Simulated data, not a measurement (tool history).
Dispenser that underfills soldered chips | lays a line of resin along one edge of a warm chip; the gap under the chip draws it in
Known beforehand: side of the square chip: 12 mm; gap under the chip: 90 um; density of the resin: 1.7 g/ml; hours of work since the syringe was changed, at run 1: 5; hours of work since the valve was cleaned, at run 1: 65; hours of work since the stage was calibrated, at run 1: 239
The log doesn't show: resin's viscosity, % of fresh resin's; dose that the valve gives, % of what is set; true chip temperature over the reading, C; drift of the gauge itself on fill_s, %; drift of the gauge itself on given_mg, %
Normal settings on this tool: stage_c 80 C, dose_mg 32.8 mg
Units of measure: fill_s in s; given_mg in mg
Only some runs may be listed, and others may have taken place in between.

run	hour	stage_c	dose_mg	hours of work since the syringe was changed	hours of work since the valve was cleaned	hours of work since the stage was calibrated	fill_s	given_mg
1	0.0	80	32.8	5	65	239	78.8	31.53
# hour 2.2: new syringe of resin
2	5.8	80	32.8	3	69	243	70.9	31.48
# hour 10.5: new syringe of resin
3	12.3	73	32.8	1	74	248	89.3	31.42
4	17.7	73	32.8	5	78	252	108.5	31.39
# hour 18.7: new syringe of resin
5	24.2	73	32.8	4	83	257	107.4	31.29
# hour 27.3: new syringe of resin
6	29.3	69	32.8	2	86	260	111.2	31.27
# hour 36.1: new syringe of resin
7	36.6	69	32.8	0	92	266	105.3	31.12
8	40.6	80	39.3	3	95	269	72.8	37.52
# hour 44.4: new syringe of resin
9	44.6	80	39.3	0	98	272	61.1	37.15
10	50.6	80	39.3	5	102	276	75.7	37.24
# hour 52.7: new syringe of resin
# hour 54.4: dispensing valve cleaned and set on the balance
11	58.1	80	39.3	3	3	281	72.3	39.41
# hour 62.2: new syringe of resin
12	66.4	80	39.3	3	9	287	70.9	39.09
# hour 70.7: new syringe of resin
13	71.5	80	39.3	1	13	291	63.2	39.21
14	77.2	72	39.3	5	17	295	111.6	39.05
# hour 79.1: new syringe of resin
15	84.3	80	32.8	4	22	300	75.7	32.29
# hour 87.5: new syringe of resin
16	89.1	80	32.8	1	26	304	66.1	32.25
17	93.4	84	32.8	4	29	307	65.9	32.43
# hour 96.3: new syringe of resin
18	99.0	72	38.3	2	33	311	96.0	37.68
19	104.2	78	32.1	6	37	315	89.5	31.74
# hour 105.2: new syringe of resin
20	109.7	78	32.1	3	41	319	80.7	31.68
# hour 113.8: new syringe of resin
21	117.7	73	37.1	3	47	325	99.8	36.03
# hour 122.5: new syringe of resin
22	125.3	73	37.1	2	52	330	94.7	35.96
# hour 131.4: new syringe of resin
23	133.7	73	37.1	2	58	337	92.8	36.18
# hour 139.8: new syringe of resin
24	142.0	80	39.8	2	65	343	67.7	38.53
25	146.1	83	30.5	5	68	346	72.7	29.34
# hour 148.1: new syringe of resin
26	153.1	69	32.0	4	73	351	127.8	30.83
# hour 156.6: new syringe of resin
27	160.0	80	30.7	3	78	356	73.5	29.41
# hour 164.9: new syringe of resin
28	166.3	80	30.7	1	82	361	68.8	29.40
29	170.5	80	30.7	4	86	364	81.1	29.31
# hour 173.7: new syringe of resin
30	177.3	93	35.2	3	91	369	41.0	33.93
# hour 182.0: new syringe of resin
31	182.1	93	35.2	0	94	372	36.3	33.43
32	186.6	80	42.3	3	97	376	73.9	40.03
# hour 190.2: new syringe of resin
33	191.4	75	42.3	1	101	379	82.2	40.40
34	195.0	75	42.3	4	104	382	92.9	40.08

Selected run-to-run steps in fill_s, each split into two signed amounts: the part the tool would show with no hidden state at all (from settings, incoming material and random variation), and the remainder, which goes to the hidden state together with any gauge scatter not common to the measured and the hidden-state-free results:
Run 3 -> 4: nothing adjusted, nothing logged. fill_s +19.2 s: hidden state +20.3, all else -1.1.
Run 13 -> 14: stage_c 80 -> 72. fill_s +48.4 s: hidden state +24.3, all else +24.1.
Run 25 -> 26: stage_c 83 -> 69, dose_mg 30.5 -> 32.0, new syringe of resin. fill_s +55.1 s: hidden state +10.8, all else +44.3.
Run 26 -> 27: stage_c 69 -> 80, dose_mg 32.0 -> 30.7, new syringe of resin. fill_s -54.3 s: hidden state -15.8, all else -38.5.

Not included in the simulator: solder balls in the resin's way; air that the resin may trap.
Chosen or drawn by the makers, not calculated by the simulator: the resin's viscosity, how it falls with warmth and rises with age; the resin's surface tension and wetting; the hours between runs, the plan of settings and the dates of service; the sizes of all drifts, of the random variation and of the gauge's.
